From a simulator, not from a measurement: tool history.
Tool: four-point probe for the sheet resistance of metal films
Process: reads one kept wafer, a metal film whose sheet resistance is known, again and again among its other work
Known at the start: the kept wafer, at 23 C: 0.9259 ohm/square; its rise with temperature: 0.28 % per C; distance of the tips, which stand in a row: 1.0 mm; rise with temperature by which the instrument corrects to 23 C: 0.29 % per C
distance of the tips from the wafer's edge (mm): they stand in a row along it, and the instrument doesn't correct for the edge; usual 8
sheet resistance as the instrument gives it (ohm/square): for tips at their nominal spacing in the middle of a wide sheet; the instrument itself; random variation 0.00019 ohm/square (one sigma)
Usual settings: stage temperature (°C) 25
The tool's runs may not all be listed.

| run | day | stage temperature (°C) | distance of the tips from the wafer's edge (mm) | sheet resistance as the instrument gives it (ohm/square) |
|---|---|---|---|---|
| 1 | 0 | 25 | 8 | 0.933453 |
| 2 | 0.779 | 25 | 8 | 0.933109 |
| 3 | 1.671 | 25 | 8 | 0.93317 |
| 4 | 2.5 | 25 | 71 | 0.925563 |
| 5 | 3.017 | 25 | 17 | 0.927446 |
| 6 | 3.55 | 25 | 17 | 0.927075 |
| 7 | 4.129 | 25 | 17 | 0.92731 |
| 8 | 4.604 | 25 | 48 | 0.925884 |
| 9 | 5.329 | 29 | 8 | 0.932682 |
| 10 | 6.1 | 29 | 8 | 0.932932 |
| 11 | 6.958 | 25 | 3 | 0.977363 |
| 12 | 7.604 | 25 | 3 | 0.977333 |
| 13 | 8.325 | 25 | 3 | 0.978226 |
| 14 | 9 | 25 | 3 | 0.977725 |
| 15 | 9.392 | 25 | 3 | 0.977671 |
| 16 | 9.879 | 25 | 5 | 0.945395 |
| 17 | 10.412 | 24 | 8 | 0.933337 |
| 18 | 10.983 | 22 | 8 | 0.933423 |
| 19 | 11.758 | 22 | 8 | 0.933682 |
| 20 | 12.3 | 25 | 8 | 0.933374 |
| 21 | 13.138 | 25 | 8 | 0.933437 |
| 22 | 13.571 | 25 | 8 | 0.933518 |
| 23 | 14.258 | 25 | 8 | 0.933045 |
| 24 | 14.8 | 25 | 8 | 0.933301 |
| 25 | 15.346 | 23 | 17 | 0.927221 |
| 26 | 15.733 | 25 | 9 | 0.931907 |
| 27 | 16.558 | 22 | 8 | 0.933858 |
| 28 | 17.196 | 22 | 8 | 0.933844 |
| 29 | 18.075 | 27 | 5 | 0.944932 |
| 30 | 18.833 | 32 | 5 | 0.944198 |
| 31 | 19.342 | 28 | 50 | 0.925051 |
| 32 | 20.15 | 28 | 50 | 0.925453 |
| 33 | 20.867 | 20 | 9 | 0.932673 |
| 34 | 21.675 | 30 | 43 | 0.924608 |
| 35 | 22.342 | 21 | 8 | 0.934068 |
| 36 | 22.946 | 20 | 19 | 0.927721 |
| 37 | 23.733 | 23 | 6 | 0.939636 |
| 38 | 24.442 | 23 | 4 | 0.956286 |
| 39 | 25.075 | 28 | 15 | 0.927194 |
| 40 | 25.833 | 32 | 34 | 0.925371 |
| 41 | 26.321 | 32 | 34 | 0.925137 |
| 42 | 26.879 | 27 | 15 | 0.92747 |
| 43 | 27.667 | 27 | 15 | 0.927258 |
| 44 | 28.292 | 27 | 15 | 0.927457 |
| 45 | 28.875 | 23 | 8 | 0.93347 |

4 ways to go on from here, each from the tool as it stands after run 45. What would each give?
| A | 29.417 | 27 | 9 | ? |
| B | 29.417 | 23 | 19 | ? |
| C | 29.417 | 29 | 69 | ? |
| D | 29.417 | 20 | 17 | ? |

| run | sheet resistance as the instrument gives it (ohm/square) |
|---|---|
| A | 0.931755 |
| B | 0.927064 |
| C | 0.925126 |
| D | 0.927766 |
Without the tool's hidden state the same runs would have given:
| run | sheet resistance as the instrument gives it (ohm/square) |
|---|---|
| A | 0.931844 |
| B | 0.927152 |
| C | 0.925214 |
| D | 0.927854 |
